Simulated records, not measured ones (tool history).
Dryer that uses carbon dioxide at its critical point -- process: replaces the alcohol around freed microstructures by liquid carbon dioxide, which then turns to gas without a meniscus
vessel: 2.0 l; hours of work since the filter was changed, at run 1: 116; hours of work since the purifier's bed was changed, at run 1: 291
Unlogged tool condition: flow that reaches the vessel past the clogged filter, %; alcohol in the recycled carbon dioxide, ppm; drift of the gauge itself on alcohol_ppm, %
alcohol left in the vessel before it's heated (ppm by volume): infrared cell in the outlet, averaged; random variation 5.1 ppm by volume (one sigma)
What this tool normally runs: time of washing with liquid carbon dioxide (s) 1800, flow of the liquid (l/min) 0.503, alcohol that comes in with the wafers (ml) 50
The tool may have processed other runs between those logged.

run	hour	time of washing with liquid carbon dioxide (s)	flow of the liquid (l/min)	alcohol that comes in with the wafers (ml)	hours of work since the filter was changed	hours of work since the purifier's bed was changed	alcohol left in the vessel before it's heated (ppm by volume)
1	0.0	1800	0.503	50	116	291	89
2	7.6	1800	0.503	50	121	296	95
3	22.3	1800	0.503	50	130	305	82
4	39.0	1800	0.503	50	141	316	83
5	47.3	1800	0.503	50	146	321	98
6	64.8	1800	0.394	50	158	333	299
7	75.3	1800	0.394	50	164	339	293
8	85.6	1800	0.468	50	171	346	145
9	101.4	1800	0.468	50	181	356	144
10	110.6	1800	0.468	50	187	362	149
11	119.0	1800	0.468	50	193	367	141
12	135.0	1800	0.468	50	203	378	143
13	152.7	1800	0.468	50	214	389	153
14	170.3	1800	0.468	50	226	401	147
15	182.6	1560	0.503	50	234	409	209
16	192.0	1560	0.503	50	240	415	208
17	201.9	1200	0.818	37	246	421	71
18	219.8	1800	0.818	24	258	432	50
19	232.9	1800	0.792	46	266	441	43
20	249.3	1320	0.513	36	277	451	291
21	265.4	1320	0.510	36	287	462	312
22	273.5	1380	0.410	26	292	467	434
23	281.7	1380	0.410	26	297	472	446
24	298.0	2340	0.808	42	308	483	42
# hour 310.5: inlet filter changed
25	314.9	2580	0.638	100	3	493	50
26	324.7	2580	0.638	100	9	499	51
27	338.0	1800	0.356	50	18	508	367
28	347.9	1800	0.478	25	24	514	80
29	358.7	1800	0.478	25	31	521	80
30	366.5	1800	0.478	25	36	526	88
31	374.5	1800	0.478	25	41	531	77
32	386.6	1080	0.490	54	49	539	778

Predict each of these 3 candidate next runs independently; none follows another, all start after run 32:
A	403.0	1080	0.710	20	60	550	?
B	403.0	1620	0.503	22	60	550	?
C	403.0	1680	0.537	39	60	550	?

run	alcohol left in the vessel before it's heated (ppm by volume)
A	105
B	93
C	95
With no hidden state in the tool, these same runs would have given:
run	alcohol left in the vessel before it's heated (ppm by volume)
A	51
B	41
C	43
